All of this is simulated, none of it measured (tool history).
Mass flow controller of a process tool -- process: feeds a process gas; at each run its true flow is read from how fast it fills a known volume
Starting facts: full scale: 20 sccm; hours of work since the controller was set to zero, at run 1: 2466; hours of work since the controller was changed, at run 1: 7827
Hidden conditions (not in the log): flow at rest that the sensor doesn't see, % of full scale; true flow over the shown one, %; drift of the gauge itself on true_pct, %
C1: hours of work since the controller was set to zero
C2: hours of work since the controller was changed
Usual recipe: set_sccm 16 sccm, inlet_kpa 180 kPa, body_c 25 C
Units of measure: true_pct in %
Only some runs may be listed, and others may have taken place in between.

Run 1, hour 0: usual settings; C1 2466; C2 7827. Result: true_pct 99.84 %.
Run 2, hour 288.5: usual settings but inlet_kpa 262 kPa; C1 2677; C2 8037. Result: true_pct 100.16 %.
Run 3, hour 624.9: usual settings but inlet_kpa 262 kPa; C1 2922; C2 8283. Result: true_pct 100.2 %.
Run 4, hour 893.3: usual settings but inlet_kpa 262 kPa; C1 3118; C2 8479. Result: true_pct 100.22 %.
Run 5, hour 1071.8: usual settings but inlet_kpa 262 kPa; C1 3249; C2 8609. Result: true_pct 100.26 %.
Run 6, hour 1430.5: usual settings but body_c 37 C; C1 3511; C2 8871. Result: true_pct 101.1 %.
Run 7, hour 1629.9: usual settings but body_c 37 C; C1 3656; C2 9017. Result: true_pct 101.13 %.
Run 8, hour 1984.5: usual settings but body_c 37 C; C1 3915; C2 9276. Result: true_pct 100.99 %.
Run 9, hour 2233.3: usual settings but body_c 37 C; C1 4097; C2 9458. Result: true_pct 101.14 %.
Run 10, hour 2396.3: usual settings but inlet_kpa 142 kPa, body_c 37 C; C1 4216; C2 9577. Result: true_pct 100.97 %.
Run 11, hour 2673.4: usual settings but set_sccm 9 sccm, inlet_kpa 211 kPa; C1 4419; C2 9779. Result: true_pct 99.87 %.
Run 12, hour 2974.3: usual settings but set_sccm 9 sccm, inlet_kpa 200 kPa; C1 4638; C2 9999. Result: true_pct 99.74 %.
Run 13, hour 3276.7: usual settings but set_sccm 9 sccm, inlet_kpa 200 kPa; C1 4859; C2 10220. Result: true_pct 99.74 %.
Run 14, hour 3636: usual settings but set_sccm 9 sccm, inlet_kpa 167 kPa, body_c 39 C; C1 5122; C2 10482. Result: true_pct 101.06 %.
At hour 3718.5: controller's zero set anew.
Run 15, hour 4002.5: usual settings but set_sccm 8 sccm, inlet_kpa 273 kPa, body_c 31 C; C1 207; C2 10750. Result: true_pct 100.76 %.
Run 16, hour 4327.1: usual settings but inlet_kpa 194 kPa; C1 444; C2 10987. Result: true_pct 99.93 %.

Below are 5 alternative next runs, each starting from the tool's condition after run 16. Predict each:
Run A, hour 4520: usual settings but set_sccm 3 sccm, inlet_kpa 241 kPa, body_c 29 C; C1 585; C2 11127. Result: true_pct ?.
Run B, hour 4520: usual settings but set_sccm 18 sccm, inlet_kpa 222 kPa, body_c 20 C; C1 585; C2 11127. Result: true_pct ?.
Run C, hour 4520: usual settings but set_sccm 5 sccm, inlet_kpa 159 kPa, body_c 29 C; C1 585; C2 11127. Result: true_pct ?.
Run D, hour 4520: usual settings but inlet_kpa 155 kPa, body_c 36 C; C1 585; C2 11127. Result: true_pct ?.
Run E, hour 4520: usual settings but set_sccm 2 sccm, inlet_kpa 205 kPa, body_c 39 C; C1 585; C2 11127. Result: true_pct ?.

run  true_pct
  A    100.29
  B     99.51
  C       100
  D    100.91
  E    101.15
With the hidden condition removed and each run's random variation left untouched, the same runs would have given:
run  true_pct
  A    100.29
  B     99.51
  C       100
  D    100.91
  E    101.14

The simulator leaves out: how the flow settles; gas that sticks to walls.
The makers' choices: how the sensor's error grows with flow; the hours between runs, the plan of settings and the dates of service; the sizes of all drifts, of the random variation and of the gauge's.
